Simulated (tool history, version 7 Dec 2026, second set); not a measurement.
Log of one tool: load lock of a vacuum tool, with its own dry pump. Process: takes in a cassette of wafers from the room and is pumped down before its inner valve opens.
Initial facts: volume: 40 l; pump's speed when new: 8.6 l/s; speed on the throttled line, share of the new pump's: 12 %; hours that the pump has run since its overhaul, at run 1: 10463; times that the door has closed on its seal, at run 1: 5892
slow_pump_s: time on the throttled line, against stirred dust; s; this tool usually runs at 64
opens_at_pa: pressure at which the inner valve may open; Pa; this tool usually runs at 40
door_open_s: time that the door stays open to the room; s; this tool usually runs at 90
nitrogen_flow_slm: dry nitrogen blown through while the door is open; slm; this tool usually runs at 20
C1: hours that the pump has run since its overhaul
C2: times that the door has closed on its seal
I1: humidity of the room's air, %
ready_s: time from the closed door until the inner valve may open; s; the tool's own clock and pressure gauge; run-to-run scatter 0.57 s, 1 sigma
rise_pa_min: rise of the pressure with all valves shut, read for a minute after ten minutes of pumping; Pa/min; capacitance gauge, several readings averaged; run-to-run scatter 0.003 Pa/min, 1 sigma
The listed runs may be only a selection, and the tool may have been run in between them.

run 1 hour=0 | slow_pump_s=64 opens_at_pa=40 door_open_s=90 nitrogen_flow_slm=20 | C1=10463 C2=5892 | I1=43.5 | ready_s=95.5 rise_pa_min=0.104
run 2 hour=190.3 | slow_pump_s=64 opens_at_pa=40 door_open_s=90 nitrogen_flow_slm=20 | C1=10653 C2=6119 | I1=43.9 | ready_s=95.7 rise_pa_min=0.11
run 3 hour=336.4 | slow_pump_s=64 opens_at_pa=40 door_open_s=90 nitrogen_flow_slm=20 | C1=10799 C2=6293 | I1=41.6 | ready_s=96.4 rise_pa_min=0.114
run 4 hour=610.9 | slow_pump_s=71 opens_at_pa=40 door_open_s=90 nitrogen_flow_slm=20 | C1=11074 C2=6620 | I1=46.6 | ready_s=102.1 rise_pa_min=0.111
run 5 hour=743.3 | slow_pump_s=71 opens_at_pa=40 door_open_s=90 nitrogen_flow_slm=20 | C1=11206 C2=6778 | I1=44 | ready_s=100.1 rise_pa_min=0.122
run 6 hour=984.1 | slow_pump_s=71 opens_at_pa=40 door_open_s=90 nitrogen_flow_slm=20 | C1=11447 C2=7065 | I1=42 | ready_s=101.2 rise_pa_min=0.124
run 7 hour=1174.2 | slow_pump_s=64 opens_at_pa=40 door_open_s=90 nitrogen_flow_slm=12 | C1=11637 C2=7291 | I1=44.9 | ready_s=96.8 rise_pa_min=0.138
run 8 hour=1300.3 | slow_pump_s=64 opens_at_pa=40 door_open_s=90 nitrogen_flow_slm=7 | C1=11763 C2=7442 | I1=43.6 | ready_s=96.5 rise_pa_min=0.137
run 9 hour=1497.5 | slow_pump_s=64 opens_at_pa=41 door_open_s=90 nitrogen_flow_slm=7 | C1=11960 C2=7677 | I1=43.3 | ready_s=96 rise_pa_min=0.148
-- hour=1642 dry pump taken out, an overhauled one fitted
run 10 hour=1773.1 | slow_pump_s=64 opens_at_pa=41 door_open_s=90 nitrogen_flow_slm=7 | C1=131 C2=7998 | I1=46.9 | ready_s=92.6 rise_pa_min=0.153
run 11 hour=1977.3 | slow_pump_s=64 opens_at_pa=75 door_open_s=90 nitrogen_flow_slm=20 | C1=335 C2=8241 | I1=44 | ready_s=89.9 rise_pa_min=0.141
run 12 hour=2101.1 | slow_pump_s=34 opens_at_pa=40 door_open_s=90 nitrogen_flow_slm=20 | C1=459 C2=8389 | I1=43.9 | ready_s=66.5 rise_pa_min=0.14
run 13 hour=2288.9 | slow_pump_s=64 opens_at_pa=40 door_open_s=90 nitrogen_flow_slm=20 | C1=647 C2=8613 | I1=44.2 | ready_s=92 rise_pa_min=0.146
run 14 hour=2485.4 | slow_pump_s=64 opens_at_pa=40 door_open_s=90 nitrogen_flow_slm=20 | C1=843 C2=8847 | I1=44 | ready_s=93.4 rise_pa_min=0.154
run 15 hour=2676.3 | slow_pump_s=64 opens_at_pa=40 door_open_s=74 nitrogen_flow_slm=20 | C1=1034 C2=9074 | I1=44.3 | ready_s=92.1 rise_pa_min=0.156
run 16 hour=2945.2 | slow_pump_s=64 opens_at_pa=40 door_open_s=74 nitrogen_flow_slm=20 | C1=1303 C2=9395 | I1=44.7 | ready_s=93.3 rise_pa_min=0.166
run 17 hour=3172.4 | slow_pump_s=64 opens_at_pa=40 door_open_s=74 nitrogen_flow_slm=20 | C1=1530 C2=9665 | I1=42.7 | ready_s=93.7 rise_pa_min=0.168
run 18 hour=3322.2 | slow_pump_s=64 opens_at_pa=63 door_open_s=74 nitrogen_flow_slm=26 | C1=1680 C2=9844 | I1=45.7 | ready_s=90.3 rise_pa_min=0.169
run 19 hour=3451.2 | slow_pump_s=48 opens_at_pa=40 door_open_s=90 nitrogen_flow_slm=6 | C1=1809 C2=9998 | I1=42.1 | ready_s=79.3 rise_pa_min=0.188
run 20 hour=3693.4 | slow_pump_s=53 opens_at_pa=40 door_open_s=97 nitrogen_flow_slm=9 | C1=2051 C2=10286 | I1=42.8 | ready_s=82.6 rise_pa_min=0.193
run 21 hour=3871.9 | slow_pump_s=32 opens_at_pa=40 door_open_s=45 nitrogen_flow_slm=9 | C1=2230 C2=10499 | I1=42.8 | ready_s=65.3 rise_pa_min=0.184
run 22 hour=4110.7 | slow_pump_s=32 opens_at_pa=40 door_open_s=45 nitrogen_flow_slm=9 | C1=2469 C2=10784 | I1=49.7 | ready_s=64.7 rise_pa_min=0.188
run 23 hour=4223.5 | slow_pump_s=32 opens_at_pa=40 door_open_s=72 nitrogen_flow_slm=36 | C1=2581 C2=10918 | I1=44.2 | ready_s=65 rise_pa_min=0.186
run 24 hour=4473 | slow_pump_s=32 opens_at_pa=40 door_open_s=72 nitrogen_flow_slm=36 | C1=2831 C2=11215 | I1=45.3 | ready_s=65.6 rise_pa_min=0.196
run 25 hour=4723.9 | slow_pump_s=32 opens_at_pa=40 door_open_s=72 nitrogen_flow_slm=36 | C1=3082 C2=11514 | I1=47.5 | ready_s=65.1 rise_pa_min=0.201
run 26 hour=4854.5 | slow_pump_s=47 opens_at_pa=39 door_open_s=92 nitrogen_flow_slm=5 | C1=3212 C2=11670 | I1=44.6 | ready_s=78.8 rise_pa_min=0.234
run 27 hour=5090.4 | slow_pump_s=114 opens_at_pa=57 door_open_s=205 nitrogen_flow_slm=29 | C1=3448 C2=11951 | I1=45.4 | ready_s=136.6 rise_pa_min=0.234
run 28 hour=5201.9 | slow_pump_s=64 opens_at_pa=55 door_open_s=90 nitrogen_flow_slm=20 | C1=3560 C2=12084 | I1=46.2 | ready_s=93.1 rise_pa_min=0.231
run 29 hour=5402.2 | slow_pump_s=64 opens_at_pa=55 door_open_s=212 nitrogen_flow_slm=6 | C1=3760 C2=12323 | I1=43 | ready_s=93.2 rise_pa_min=0.283
run 30 hour=5639.4 | slow_pump_s=64 opens_at_pa=55 door_open_s=212 nitrogen_flow_slm=6 | C1=3997 C2=12605 | I1=44.9 | ready_s=92.2 rise_pa_min=0.304
run 31 hour=5874.1 | slow_pump_s=64 opens_at_pa=55 door_open_s=212 nitrogen_flow_slm=6 | C1=4232 C2=12885 | I1=43.5 | ready_s=92.2 rise_pa_min=0.29
run 32 hour=6045.6 | slow_pump_s=64 opens_at_pa=40 door_open_s=74 nitrogen_flow_slm=30 | C1=4404 C2=13089 | I1=39.7 | ready_s=93.5 rise_pa_min=0.232

Consider 3 possible next runs. They are alternatives, not a sequence: every one starts from the tool as it was left by run 32. What does each give?
run A hour=6270.7 | slow_pump_s=64 opens_at_pa=52 door_open_s=90 nitrogen_flow_slm=6 | C1=4629 C2=13358 | I1=42.1 | ready_s=? rise_pa_min=?
run B hour=6270.7 | slow_pump_s=64 opens_at_pa=40 door_open_s=40 nitrogen_flow_slm=20 | C1=4629 C2=13358 | I1=47 | ready_s=? rise_pa_min=?
run C hour=6270.7 | slow_pump_s=116 opens_at_pa=40 door_open_s=99 nitrogen_flow_slm=20 | C1=4629 C2=13358 | I1=47.7 | ready_s=? rise_pa_min=?

run=A ready_s=92.6 rise_pa_min=0.272
run=B ready_s=94.1 rise_pa_min=0.244
run=C ready_s=140.8 rise_pa_min=0.259
Stripped of hidden state, with their random variation kept, the same runs would have yielded:
run=A ready_s=91.3 rise_pa_min=0.052
run=B ready_s=92.8 rise_pa_min=0.025
run=C ready_s=139.8 rise_pa_min=0.045

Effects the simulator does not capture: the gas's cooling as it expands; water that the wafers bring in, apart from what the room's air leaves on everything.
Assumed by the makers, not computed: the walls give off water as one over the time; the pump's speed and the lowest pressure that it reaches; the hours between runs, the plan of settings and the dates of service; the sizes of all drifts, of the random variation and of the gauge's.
